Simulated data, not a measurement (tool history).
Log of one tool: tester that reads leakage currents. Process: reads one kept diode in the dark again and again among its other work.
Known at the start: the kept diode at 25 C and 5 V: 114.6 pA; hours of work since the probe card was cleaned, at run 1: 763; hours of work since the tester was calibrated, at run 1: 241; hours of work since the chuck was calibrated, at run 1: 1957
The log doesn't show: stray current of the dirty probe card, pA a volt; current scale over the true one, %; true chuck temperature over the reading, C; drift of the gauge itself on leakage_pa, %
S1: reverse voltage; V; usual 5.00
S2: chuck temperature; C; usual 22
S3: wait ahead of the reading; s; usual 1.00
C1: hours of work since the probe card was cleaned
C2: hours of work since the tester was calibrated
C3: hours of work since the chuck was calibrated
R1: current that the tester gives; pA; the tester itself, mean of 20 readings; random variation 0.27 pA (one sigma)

run,hour,S1,S2,S3,C1,C2,C3,R1
1,0.0,5.00,22,1.00,763,241,1957,108.83
2,79.5,5.00,22,1.00,810,288,2005,109.39
3,133.0,5.00,22,1.00,842,320,2037,110.37
4,192.5,5.00,22,1.00,878,355,2072,111.24
5,267.4,5.00,22,1.00,923,400,2117,111.83
6,346.5,5.00,22,1.00,970,447,2164,112.43
7,428.3,5.00,22,1.00,1018,496,2213,113.46
8,479.9,5.00,22,1.00,1049,527,2243,114.09
9,544.9,4.44,22,1.00,1088,566,2282,108.81
10,619.1,4.44,22,1.00,1132,610,2326,109.62
# hour 648.2: probe card cleaned and baked
11,689.2,4.44,26,1.00,24,650,2366,144.70
# hour 733.9: chuck's temperature calibrated
12,761.3,4.44,26,1.00,66,692,16,122.10
13,848.8,4.44,26,1.00,118,744,68,123.18
14,937.7,3.51,22,1.00,171,797,121,80.13
15,1017.8,5.00,22,1.00,219,844,169,91.18
16,1066.8,5.00,22,1.00,248,874,198,91.94
17,1148.7,5.00,22,1.00,297,923,247,92.86
18,1220.9,5.00,22,1.00,340,966,290,93.70
19,1313.3,5.00,22,1.00,395,1021,345,94.85
20,1373.4,5.00,22,1.00,431,1057,381,94.52
21,1420.4,1.85,29,1.00,459,1085,409,122.87
22,1487.9,1.94,22,1.00,500,1125,450,67.27
23,1579.6,4.36,25,0.78,554,1180,504,119.49
24,1620.1,1.48,22,1.00,578,1204,528,61.98
25,1660.1,1.48,22,1.00,602,1227,552,61.84
26,1710.1,1.48,41,2.81,632,1257,582,312.26
27,1799.8,10.33,36,7.19,685,1311,636,417.96
28,1848.1,1.30,20,1.00,714,1340,664,50.35
29,1915.5,3.58,30,2.40,755,1380,705,174.73
30,1961.0,1.14,42,1.09,782,1407,732,309.52
31,2032.5,1.14,42,1.09,824,1450,774,312.50
32,2115.3,5.52,37,1.00,874,1499,824,368.58
33,2155.8,2.44,49,0.64,898,1523,848,709.08
34,2246.6,17.19,58,1.00,952,1577,902,2758.27
35,2326.1,17.19,58,1.00,999,1625,949,2752.97
36,2370.3,1.67,20,1.00,1026,1651,976,57.71
37,2408.3,5.05,56,0.52,1048,1674,998,1561.56
38,2459.3,5.05,56,0.52,1079,1704,1029,1559.04
39,2515.5,5.05,56,0.44,1112,1738,1062,1566.86
# hour 2575.8: probe card cleaned and baked
40,2595.6,5.05,56,0.44,12,1783,1108,1559.33

Forecast each of these 3 alternatives for the next run:
A,2660.3,5.05,56,1.26,50,1822,1147,?
B,2660.3,5.00,21,5.13,50,1822,1147,?
C,2660.3,2.68,38,3.08,50,1822,1147,?

run,R1
A,1573.93
B,89.08
C,310.54
Without the tool's hidden state the same runs would have given:
run,R1
A,1445.14
B,79.77
C,282.37

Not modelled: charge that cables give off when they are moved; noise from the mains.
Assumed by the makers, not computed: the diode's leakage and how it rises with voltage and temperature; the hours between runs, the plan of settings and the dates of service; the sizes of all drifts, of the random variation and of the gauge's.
